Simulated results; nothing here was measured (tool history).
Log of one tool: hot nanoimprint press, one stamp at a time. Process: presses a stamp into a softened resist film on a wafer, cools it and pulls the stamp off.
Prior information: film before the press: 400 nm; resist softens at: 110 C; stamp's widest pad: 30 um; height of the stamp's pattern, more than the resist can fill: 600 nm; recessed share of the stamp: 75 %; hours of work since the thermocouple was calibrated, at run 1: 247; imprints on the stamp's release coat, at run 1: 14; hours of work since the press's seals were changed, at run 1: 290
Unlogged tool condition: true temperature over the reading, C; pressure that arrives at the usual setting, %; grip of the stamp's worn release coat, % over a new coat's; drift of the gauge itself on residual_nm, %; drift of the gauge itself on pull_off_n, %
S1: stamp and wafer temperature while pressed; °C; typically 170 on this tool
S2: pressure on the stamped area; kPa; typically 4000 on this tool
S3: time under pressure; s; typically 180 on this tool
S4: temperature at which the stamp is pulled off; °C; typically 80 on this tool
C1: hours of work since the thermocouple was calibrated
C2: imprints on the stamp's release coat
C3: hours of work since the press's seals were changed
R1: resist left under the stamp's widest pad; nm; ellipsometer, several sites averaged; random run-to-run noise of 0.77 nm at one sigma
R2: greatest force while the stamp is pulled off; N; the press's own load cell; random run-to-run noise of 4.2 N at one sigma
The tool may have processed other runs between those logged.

run 1 day=0.000 | S1=170 S2=4000 S3=180 S4=80 | C1=247 C2=14 C3=290 | R1=189.1 R2=211
run 2 day=0.288 | S1=170 S2=4000 S3=180 S4=80 | C1=252 C2=44 C3=295 | R1=187.1 R2=201
run 3 day=0.775 | S1=170 S2=4000 S3=180 S4=66 | C1=260 C2=95 C3=303 | R1=189.3 R2=229
run 4 day=1.238 | S1=170 S2=4000 S3=127 S4=80 | C1=267 C2=143 C3=311 | R1=215.3 R2=211
run 5 day=1.517 | S1=170 S2=4000 S3=127 S4=80 | C1=272 C2=173 C3=316 | R1=212.2 R2=215
run 6 day=1.950 | S1=170 S2=4000 S3=127 S4=80 | C1=279 C2=218 C3=323 | R1=213.5 R2=222
-- day=2.112 plate thermocouple calibrated
run 7 day=2.442 | S1=170 S2=4000 S3=180 S4=80 | C1=5 C2=256 C3=329 | R1=184.8 R2=211
run 8 day=2.812 | S1=170 S2=6060 S3=180 S4=80 | C1=12 C2=295 C3=335 | R1=156.7 R2=222
run 9 day=3.100 | S1=170 S2=4000 S3=112 S4=87 | C1=16 C2=325 C3=340 | R1=219.9 R2=214
run 10 day=3.571 | S1=174 S2=4000 S3=136 S4=66 | C1=24 C2=374 C3=348 | R1=167.2 R2=233
run 11 day=3.975 | S1=174 S2=4000 S3=136 S4=66 | C1=31 C2=416 C3=354 | R1=166.6 R2=242
-- day=4.312 plate thermocouple calibrated, once more
run 12 day=4.542 | S1=169 S2=4300 S3=180 S4=80 | C1=4 C2=462 C3=362 | R1=199.2 R2=229
run 13 day=4.821 | S1=161 S2=4000 S3=180 S4=67 | C1=8 C2=492 C3=366 | R1=297.6 R2=253
run 14 day=5.288 | S1=161 S2=4000 S3=180 S4=67 | C1=16 C2=540 C3=374 | R1=296.0 R2=260
run 15 day=5.575 | S1=164 S2=3470 S3=169 S4=72 | C1=21 C2=570 C3=379 | R1=278.9 R2=244

Consider 5 possible next runs. They are alternatives, not a sequence: every one starts from the tool as it was left by run 15. What does each give?
run A day=6.008 | S1=164 S2=2780 S3=169 S4=69 | C1=28 C2=616 C3=386 | R1=? R2=?
run B day=6.008 | S1=181 S2=2850 S3=169 S4=72 | C1=28 C2=616 C3=386 | R1=? R2=?
run C day=6.008 | S1=164 S2=3470 S3=169 S4=69 | C1=28 C2=616 C3=386 | R1=? R2=?
run D day=6.008 | S1=163 S2=4000 S3=334 S4=80 | C1=28 C2=616 C3=386 | R1=? R2=?
run E day=6.008 | S1=164 S2=3470 S3=139 S4=72 | C1=28 C2=616 C3=386 | R1=? R2=?

run=A R1=291.0 R2=262
run=B R1=128.1 R2=253
run=C R1=277.6 R2=251
run=D R1=227.8 R2=239
run=E R1=291.9 R2=253
With the hidden condition removed and each run's random variation left untouched, the same runs would have given:
run=A R1=291.7 R2=222
run=B R1=128.2 R2=214
run=C R1=277.9 R2=213
run=D R1=227.8 R2=203
run=E R1=292.2 R2=215

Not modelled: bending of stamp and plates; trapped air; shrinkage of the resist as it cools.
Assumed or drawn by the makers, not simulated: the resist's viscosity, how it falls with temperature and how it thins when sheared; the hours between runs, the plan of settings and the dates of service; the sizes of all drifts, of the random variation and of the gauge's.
